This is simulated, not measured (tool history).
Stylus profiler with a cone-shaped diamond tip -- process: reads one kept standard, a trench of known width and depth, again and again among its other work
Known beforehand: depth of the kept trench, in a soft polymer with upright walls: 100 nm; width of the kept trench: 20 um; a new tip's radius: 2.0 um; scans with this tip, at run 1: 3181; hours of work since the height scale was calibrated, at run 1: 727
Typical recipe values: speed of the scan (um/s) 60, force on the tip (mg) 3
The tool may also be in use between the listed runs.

| run | hour | speed of the scan (um/s) | force on the tip (mg) | scans with this tip | hours of work since the height scale was calibrated | depth of the trench (Å) | width of the trench's floor (nm) |
|---|---|---|---|---|---|---|---|
| 1 | 0 | 60 | 3 | 3181 | 727 | 1017.3 | 18540 |
| 2 | 27.9 | 60 | 3 | 3243 | 741 | 1017.3 | 18480 |
| 3 | 77.5 | 60 | 3 | 3353 | 766 | 1016.4 | 18470 |
| 4 | 118.6 | 60 | 3 | 3443 | 787 | 1016.1 | 18460 |
| 5 | 185.7 | 60 | 3 | 3591 | 821 | 1016.9 | 18470 |
| 6 | 234.7 | 60 | 3 | 3699 | 845 | 1017.6 | 18470 |
| 7 | 269.7 | 60 | 3 | 3777 | 863 | 1017.2 | 18480 |
| 8 | 328.5 | 60 | 3 | 3906 | 893 | 1017.3 | 18480 |
| 9 | 373.7 | 60 | 3 | 4006 | 915 | 1016.6 | 18440 |
| 10 | 421.2 | 60 | 3 | 4111 | 939 | 1017.7 | 18440 |
| 11 | 464.5 | 56 | 3 | 4207 | 961 | 1017.7 | 18470 |
| 12 | 524.6 | 56 | 3 | 4339 | 992 | 1019 | 18470 |
| 13 | 584.6 | 56 | 3 | 4472 | 1022 | 1017.8 | 18430 |
| 14 | 650.9 | 71 | 3 | 4618 | 1055 | 1017.4 | 18450 |
| 15 | 707.4 | 71 | 3 | 4743 | 1084 | 1018 | 18460 |
|  | 711 | height scale calibrated on a step standard |
| 16 | 752.3 | 60 | 3 | 4841 | 21 | 1018.6 | 18400 |
| 17 | 808.9 | 209 | 3 | 4966 | 49 | 1017.8 | 18070 |
| 18 | 865.6 | 60 | 3 | 5091 | 78 | 1019.3 | 18430 |
| 19 | 895.9 | 60 | 3 | 5158 | 93 | 1020 | 18390 |
| 20 | 940.8 | 226 | 3 | 5257 | 116 | 1019.3 | 18080 |
| 21 | 979.8 | 226 | 3 | 5343 | 136 | 1019.1 | 18060 |
|  | 999.4 | height scale calibrated on a step standard, once more |
| 22 | 1034.6 | 226 | 3 | 5463 | 18 | 1015.9 | 18070 |
| 23 | 1066.7 | 68 | 3 | 5534 | 34 | 1013.4 | 18390 |
| 24 | 1118.1 | 94 | 7.93 | 5647 | 60 | 1026.4 | 18420 |
| 25 | 1176.6 | 36 | 3.39 | 5777 | 89 | 1016.8 | 18470 |
| 26 | 1241.3 | 193 | 3.39 | 5919 | 122 | 1016.1 | 18140 |
| 27 | 1300.5 | 193 | 3.39 | 6050 | 152 | 1015.2 | 18120 |
| 28 | 1353.9 | 40 | 7.72 | 6168 | 179 | 1027.4 | 18440 |
| 29 | 1389.1 | 36 | 2.84 | 6246 | 197 | 1015.5 | 18400 |
| 30 | 1443.5 | 176 | 1.77 | 6365 | 224 | 1010.4 | 17980 |
| 31 | 1470.6 | 176 | 1.77 | 6425 | 238 | 1010.2 | 18010 |
| 32 | 1520 | 176 | 1.77 | 6534 | 263 | 1009.3 | 17970 |
| 33 | 1557.6 | 20 | 1.52 | 6617 | 282 | 1010.3 | 18410 |
| 34 | 1598.6 | 38 | 6.94 | 6708 | 302 | 1027.7 | 18440 |
| 35 | 1639.9 | 26 | 3.5 | 6799 | 323 | 1017.3 | 18430 |
| 36 | 1676.7 | 113 | 1.93 | 6880 | 342 | 1011.9 | 18190 |
| 37 | 1724.9 | 28 | 1.05 | 6987 | 366 | 1007.9 | 18460 |
| 38 | 1780.2 | 143 | 3.92 | 7109 | 394 | 1019.6 | 18190 |
| 39 | 1812 | 143 | 3.92 | 7179 | 410 | 1017.2 | 18210 |
| 40 | 1849.2 | 84 | 5.22 | 7261 | 429 | 1021.9 | 18350 |
| 41 | 1901 | 60 | 3.23 | 7375 | 455 | 1015.4 | 18280 |
| 42 | 1944 | 60 | 3.93 | 7470 | 476 | 1018.9 | 18400 |
| 43 | 1971.8 | 142 | 2.4 | 7532 | 490 | 1013.1 | 18150 |
| 44 | 2005.5 | 124 | 2.04 | 7606 | 507 | 1012.4 | 18110 |
| 45 | 2038.8 | 51 | 3.86 | 7680 | 524 | 1019.7 | 18370 |
| 46 | 2097.8 | 205 | 2.79 | 7810 | 554 | 1014.8 | 17940 |

Each row is a separate what-if for the run after 46, all from the same tool condition, not one after another. Results?
| A | 2162 | 90 | 4.69 | 7952 | 586 | ? | ? |
| B | 2162 | 60 | 3.95 | 7952 | 586 | ? | ? |
| C | 2162 | 60 | 2.6 | 7952 | 586 | ? | ? |
| D | 2162 | 161 | 2.7 | 7952 | 586 | ? | ? |

| run | depth of the trench (Å) | width of the trench's floor (nm) |
|---|---|---|
| A | 1021.8 | 18310 |
| B | 1018.3 | 18340 |
| C | 1014.9 | 18340 |
| D | 1015.3 | 18100 |
What these runs would have given with no unlogged condition in the tool:
| run | depth of the trench (Å) | width of the trench's floor (nm) |
|---|---|---|
| A | 1019.8 | 18610 |
| B | 1016.4 | 18640 |
| C | 1013 | 18640 |
| D | 1013.4 | 18400 |
